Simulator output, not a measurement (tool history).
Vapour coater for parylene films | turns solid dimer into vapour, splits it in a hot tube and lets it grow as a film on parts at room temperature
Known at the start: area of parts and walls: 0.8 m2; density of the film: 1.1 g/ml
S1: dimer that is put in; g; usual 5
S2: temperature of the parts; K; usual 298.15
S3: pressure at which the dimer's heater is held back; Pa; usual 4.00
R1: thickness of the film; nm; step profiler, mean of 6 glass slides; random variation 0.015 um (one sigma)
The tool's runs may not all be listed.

run    hour  S1      S2     S3    R1
  1     0.0   5  298.15   4.00  3260
  2    69.4   5  298.15   4.00  3250
  3   126.8   5  298.15  10.54  2560
  4   207.2   5  298.15  11.58  2480
  5   276.7   5  298.15  11.58  2470
      361.3  -- trap's valve overhauled
  6   361.3   5  298.15   3.81  3160
  7   417.0   5  298.15   3.81  3110
  8   451.3   5  298.15   3.81  3110
  9   529.4   5  298.15   4.00  3050
      547.9  -- trap's valve overhauled, once more
 10   588.9   5  298.15   4.00  3300
 11   655.1   5  293.15   4.00  3950
 12   731.1   5  293.15   4.00  3910
 13   804.2   5  293.15   4.00  3900
 14   856.6   5  293.15   4.00  3890
 15   921.2   5  304.15   4.00  2600
 16   961.6   5  298.15   9.53  2590
      998.4  -- trap's valve overhauled
 17  1027.6   7  298.15   9.53  3760
 18  1104.0   5  298.15   4.00  3330
 19  1152.2   5  298.15   4.00  3280
 20  1192.9   5  298.15   4.00  3300
     1250.5  -- table's thermometer calibrated
 21  1261.1   5  298.15   4.00  3220
 22  1335.0   5  306.15   4.00  2380
 23  1392.5   5  296.15   6.04  3060
     1451.0  -- trap's valve overhauled
 24  1477.4   5  298.15   4.00  3300
 25  1529.3   6  298.15   4.46  3830
 26  1564.4   2  299.15   4.03  1250
 27  1607.0   5  300.15   4.53  2920
 28  1652.2   7  304.15  11.12  2840
 29  1733.6   7  305.15  11.12  2720
 30  1787.9   5  295.15   3.03  3820
 31  1833.4   2  291.15   5.21  1530
     1901.4  -- trap's valve overhauled
 32  1911.4   2  291.15   5.21  1580
 33  1965.1   2  291.15   7.41  1470
 34  2018.3   5  307.15  11.91  1800
 35  2063.9   5  295.15   3.09  3870
 36  2122.8   5  299.15   4.00  3110
 37  2192.9   4  308.15   3.96  1820
 38  2246.6   4  308.15   3.96  1810

5 ways to go on from here, each from the tool as it stands after run 38. What would each give?
  A  2309.5   4  298.15   3.01   ?
  B  2309.5   4  308.15   6.09   ?
  C  2309.5   7  302.15   4.00   ?
  D  2309.5   8  308.15  11.61   ?
  E  2309.5   4  308.15  11.44   ?

run    R1
  A  2720
  B  1600
  C  3870
  D  2730
  E  1360
Without the tool's hidden state the same runs would have given:
run    R1
  A  2810
  B  1650
  C  4000
  D  2820
  E  1410
